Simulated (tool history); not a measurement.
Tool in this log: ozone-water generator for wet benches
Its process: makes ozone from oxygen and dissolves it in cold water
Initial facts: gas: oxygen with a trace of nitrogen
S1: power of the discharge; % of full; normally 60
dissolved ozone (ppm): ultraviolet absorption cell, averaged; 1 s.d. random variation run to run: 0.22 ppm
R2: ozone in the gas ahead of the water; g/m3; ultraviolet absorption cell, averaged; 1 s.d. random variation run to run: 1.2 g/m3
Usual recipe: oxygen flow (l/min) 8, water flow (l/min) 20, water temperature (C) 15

{"run": 1, "hour": 0.0, "S1": 60, "oxygen flow (l/min)": 8, "water flow (l/min)": 20, "water temperature (C)": 15, "dissolved ozone (ppm)": 32.9, "R2": 219.2}
{"run": 2, "hour": 14.0, "S1": 60, "oxygen flow (l/min)": 7.68, "water flow (l/min)": 20, "water temperature (C)": 15, "dissolved ozone (ppm)": 32.5, "R2": 225.4}
{"run": 3, "hour": 27.5, "S1": 60, "oxygen flow (l/min)": 7.68, "water flow (l/min)": 20, "water temperature (C)": 15, "dissolved ozone (ppm)": 32.5, "R2": 225.1}
{"run": 4, "hour": 52.6, "S1": 51, "oxygen flow (l/min)": 8, "water flow (l/min)": 20, "water temperature (C)": 15, "dissolved ozone (ppm)": 28.8, "R2": 193.6}
{"run": 5, "hour": 77.1, "S1": 51, "oxygen flow (l/min)": 8, "water flow (l/min)": 20, "water temperature (C)": 15, "dissolved ozone (ppm)": 28.7, "R2": 194}
{"run": 6, "hour": 99.2, "S1": 60, "oxygen flow (l/min)": 8, "water flow (l/min)": 20, "water temperature (C)": 9, "dissolved ozone (ppm)": 36.2, "R2": 219.3}
{"run": 7, "hour": 130.1, "S1": 60, "oxygen flow (l/min)": 8, "water flow (l/min)": 20, "water temperature (C)": 9, "dissolved ozone (ppm)": 36.1, "R2": 219.4}
{"run": 8, "hour": 152.4, "S1": 60, "oxygen flow (l/min)": 8, "water flow (l/min)": 20, "water temperature (C)": 9, "dissolved ozone (ppm)": 36, "R2": 219.3}
{"run": 9, "hour": 175.4, "S1": 60, "oxygen flow (l/min)": 8, "water flow (l/min)": 20, "water temperature (C)": 15, "dissolved ozone (ppm)": 32.8, "R2": 220}
{"run": 10, "hour": 193.2, "S1": 60, "oxygen flow (l/min)": 8, "water flow (l/min)": 20, "water temperature (C)": 15, "dissolved ozone (ppm)": 32.8, "R2": 220.3}
{"run": 11, "hour": 209.8, "S1": 60, "oxygen flow (l/min)": 8, "water flow (l/min)": 20, "water temperature (C)": 15, "dissolved ozone (ppm)": 32.8, "R2": 217.8}
{"hour": 227.2, "done": "water thermometer calibrated"}
{"run": 12, "hour": 230.2, "S1": 60, "oxygen flow (l/min)": 8, "water flow (l/min)": 20, "water temperature (C)": 19, "dissolved ozone (ppm)": 30.5, "R2": 219.7}
{"run": 13, "hour": 248.1, "S1": 60, "oxygen flow (l/min)": 8, "water flow (l/min)": 20, "water temperature (C)": 19, "dissolved ozone (ppm)": 30.6, "R2": 219.5}
{"run": 14, "hour": 278.4, "S1": 74, "oxygen flow (l/min)": 4.49, "water flow (l/min)": 21, "water temperature (C)": 11, "dissolved ozone (ppm)": 35.9, "R2": 331.5}
{"run": 15, "hour": 298.8, "S1": 90, "oxygen flow (l/min)": 8, "water flow (l/min)": 21, "water temperature (C)": 22, "dissolved ozone (ppm)": 37.7, "R2": 302.5}
{"run": 16, "hour": 329.9, "S1": 90, "oxygen flow (l/min)": 8, "water flow (l/min)": 21, "water temperature (C)": 22, "dissolved ozone (ppm)": 38.4, "R2": 301.5}
{"run": 17, "hour": 349.8, "S1": 90, "oxygen flow (l/min)": 8, "water flow (l/min)": 21, "water temperature (C)": 22, "dissolved ozone (ppm)": 38.2, "R2": 301.4}
{"run": 18, "hour": 374.9, "S1": 81, "oxygen flow (l/min)": 8, "water flow (l/min)": 26, "water temperature (C)": 7, "dissolved ozone (ppm)": 37.3, "R2": 276.8}
{"run": 19, "hour": 390.9, "S1": 81, "oxygen flow (l/min)": 8, "water flow (l/min)": 26, "water temperature (C)": 7, "dissolved ozone (ppm)": 37.2, "R2": 277.5}
{"run": 20, "hour": 419.4, "S1": 81, "oxygen flow (l/min)": 8, "water flow (l/min)": 26, "water temperature (C)": 7, "dissolved ozone (ppm)": 37.2, "R2": 276.7}
{"run": 21, "hour": 433.4, "S1": 81, "oxygen flow (l/min)": 8, "water flow (l/min)": 26, "water temperature (C)": 7, "dissolved ozone (ppm)": 37, "R2": 276.9}
{"run": 22, "hour": 448.9, "S1": 97, "oxygen flow (l/min)": 8, "water flow (l/min)": 26, "water temperature (C)": 7, "dissolved ozone (ppm)": 43, "R2": 317.5}
{"run": 23, "hour": 465.9, "S1": 88, "oxygen flow (l/min)": 5.12, "water flow (l/min)": 20, "water temperature (C)": 15, "dissolved ozone (ppm)": 42.2, "R2": 357.4}
{"run": 24, "hour": 486.3, "S1": 88, "oxygen flow (l/min)": 5.12, "water flow (l/min)": 20, "water temperature (C)": 15, "dissolved ozone (ppm)": 41.6, "R2": 358.3}
{"run": 25, "hour": 511.8, "S1": 42, "oxygen flow (l/min)": 13.33, "water flow (l/min)": 14, "water temperature (C)": 16, "dissolved ozone (ppm)": 29.1, "R2": 134}

Alternative continuations, all from the tool just after run 25; predict every row:
{"run": "A", "hour": 537.2, "S1": 52, "oxygen flow (l/min)": 13.84, "water flow (l/min)": 14, "water temperature (C)": 16, "dissolved ozone (ppm)": "?", "R2": "?"}
{"run": "B", "hour": 537.2, "S1": 78, "oxygen flow (l/min)": 14.25, "water flow (l/min)": 16, "water temperature (C)": 16, "dissolved ozone (ppm)": "?", "R2": "?"}
{"run": "C", "hour": 537.2, "S1": 47, "oxygen flow (l/min)": 8, "water flow (l/min)": 20, "water temperature (C)": 15, "dissolved ozone (ppm)": "?", "R2": "?"}
{"run": "D", "hour": 537.2, "S1": 74, "oxygen flow (l/min)": 4.18, "water flow (l/min)": 17, "water temperature (C)": 16, "dissolved ozone (ppm)": "?", "R2": "?"}
{"run": "E", "hour": 537.2, "S1": 47, "oxygen flow (l/min)": 9.9, "water flow (l/min)": 12, "water temperature (C)": 15, "dissolved ozone (ppm)": "?", "R2": "?"}

run=A dissolved_ozone_(ppm)=33.9 R2=156.4
run=B dissolved_ozone_(ppm)=43.1 R2=212.1
run=C dissolved_ozone_(ppm)=26.6 R2=180.9
run=D dissolved_ozone_(ppm)=40.1 R2=342.3
run=E dissolved_ozone_(ppm)=36.5 R2=166.6
Without the tool's hidden state the same runs would have given:
run=A dissolved_ozone_(ppm)=34.4 R2=158.2
run=B dissolved_ozone_(ppm)=44.1 R2=215.6
run=C dissolved_ozone_(ppm)=27.2 R2=182.8
run=D dissolved_ozone_(ppm)=41.1 R2=347.8
run=E dissolved_ozone_(ppm)=37.1 R2=168.3
